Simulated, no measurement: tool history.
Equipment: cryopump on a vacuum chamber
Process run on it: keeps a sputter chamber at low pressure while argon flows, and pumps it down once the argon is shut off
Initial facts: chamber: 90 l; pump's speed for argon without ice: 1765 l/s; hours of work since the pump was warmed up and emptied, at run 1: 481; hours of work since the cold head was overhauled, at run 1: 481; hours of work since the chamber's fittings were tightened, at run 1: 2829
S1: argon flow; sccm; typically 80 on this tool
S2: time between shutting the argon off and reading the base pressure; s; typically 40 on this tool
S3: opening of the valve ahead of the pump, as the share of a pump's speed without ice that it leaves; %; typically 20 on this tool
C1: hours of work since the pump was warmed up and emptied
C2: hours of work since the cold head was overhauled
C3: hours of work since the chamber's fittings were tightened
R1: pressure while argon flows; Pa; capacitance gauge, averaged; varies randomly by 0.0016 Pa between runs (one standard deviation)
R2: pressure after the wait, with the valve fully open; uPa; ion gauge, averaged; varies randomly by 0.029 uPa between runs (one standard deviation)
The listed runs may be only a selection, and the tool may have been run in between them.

run    hour   S1   S2  S3   C1    C2    C3      R1    R2
  1       0   80   40  20  481   481  2829  0.3997  2.45
  2    66.2   80   40  20  516   516  2864  0.4048  2.46
  3   127.7   80   40  20  549   549  2897  0.4059   2.5
  4   218.1   80  174  20  597   597  2945  0.4045  1.63
  5   281.2   46   40  20  631   631  2979  0.2336  2.57
  6   381.8   46   40  20  684   684  3032   0.234  2.68
  7   436.2   38   40  20  713   713  3061  0.1969  2.74
  8   496.7   38   40  20  746   746  3094  0.1988  2.79
  9   589.1   80   45  20  795   795  3143  0.4182  2.64
        599  -- pump warmed up, emptied and cooled again
 10   647.2   80   40  20   26   823  3171  0.3833  2.37
 11   703.7   80   40  20   56   853  3201  0.3867  2.41
 12   763.2   80   40  20   88   885  3233  0.3872  2.42
 13   871.5   80   40  20  145   943  3291  0.3889  2.42
 14   966.3   80   40  20  196   993  3341  0.3902  2.52
 15  1034.8   80   40  20  232  1030  3378  0.3922  2.55
 16  1126.4   80   40  20  281  1079  3426  0.3948  2.56
 17  1203.3   80   40  20  322  1120  3467  0.3936  2.65
 18  1309.6   80   40  58  379  1176  3524  0.1481  2.66
 19  1358.3   80   36  20  405  1202  3550  0.3987  2.84
 20  1467.7   80   36  20  463  1261  3608  0.4031  2.93
 21  1520.8   34   45  22  491  1289  3637  0.1563  2.64
 22  1599.3   34   48  25  533  1331  3678  0.1417  2.61
 23  1680.1   56   32  22  576  1374  3722  0.2615   3.2
 24  1759.1   44   40  34  618  1416  3764  0.1394  3.01
 25  1824.4   44   40  34  653  1451  3798  0.1413  2.99
 26  1877.4   44   40  46  681  1479  3827  0.1091  3.07
 27  1941.8  131   97  34  716  1513  3861  0.4264  2.42
     1968.3  -- leaking fittings of the chamber tightened, without venting
 28  2011.3   34   26  34  752  1549    23  0.1112  2.24
 29  2060.7   34   26  34  778  1575    49  0.1124  2.26
     2109.9  -- pump warmed up, emptied and cooled again
 30    2128  137  114  32   10  1609    82  0.4119  0.67
 31  2173.9   69   55  36   34  1633   107  0.1864  1.14
 32  2273.3   69   35  36   87  1686   160  0.1862   1.7
 33  2359.1  114   36  36  133  1732   206  0.3125  1.65
 34  2419.3  114   36  36  165  1764   238  0.3136  1.68
 35  2484.3  114   36  36  200  1799   272  0.3167  1.67

Run by run, hidden condition taken away, random variation retained:
Unlogged tool condition in this case: pump's speed, % of a pump's without ice; cold plate's temperature, K; leak into the chamber, uPa l/s; drift of the gauge itself on working_pa, %; drift of the gauge itself on base_upa, %.
run      R1    R2
  1  0.3822  1.43
  2  0.3854  1.41
  3  0.3848  1.41
  4   0.381  0.48
  5  0.2191  1.41
  6  0.2178  1.44
  7  0.1825  1.45
  8  0.1834  1.44
  9  0.3827  1.28
 10  0.3812  1.44
 11  0.3836  1.45
 12   0.383  1.44
 13  0.3826  1.41
 14  0.3819  1.45
 15  0.3824  1.44
 16  0.3829  1.42
 17    0.38  1.45
 18  0.1318  1.41
 19  0.3811  1.57
 20  0.3825  1.58
 21  0.1469  1.28
 22  0.1311   1.2
 23  0.2426  1.74
 24  0.1233  1.45
 25  0.1239  1.41
 26  0.0906  1.45
 27  0.3678  0.71
 28   0.095   2.1
 29  0.0954  2.11
 30  0.4084  0.62
 31  0.1839  1.08
 32   0.182  1.61
 33  0.3033  1.55
 34  0.3026  1.56
 35  0.3037  1.54

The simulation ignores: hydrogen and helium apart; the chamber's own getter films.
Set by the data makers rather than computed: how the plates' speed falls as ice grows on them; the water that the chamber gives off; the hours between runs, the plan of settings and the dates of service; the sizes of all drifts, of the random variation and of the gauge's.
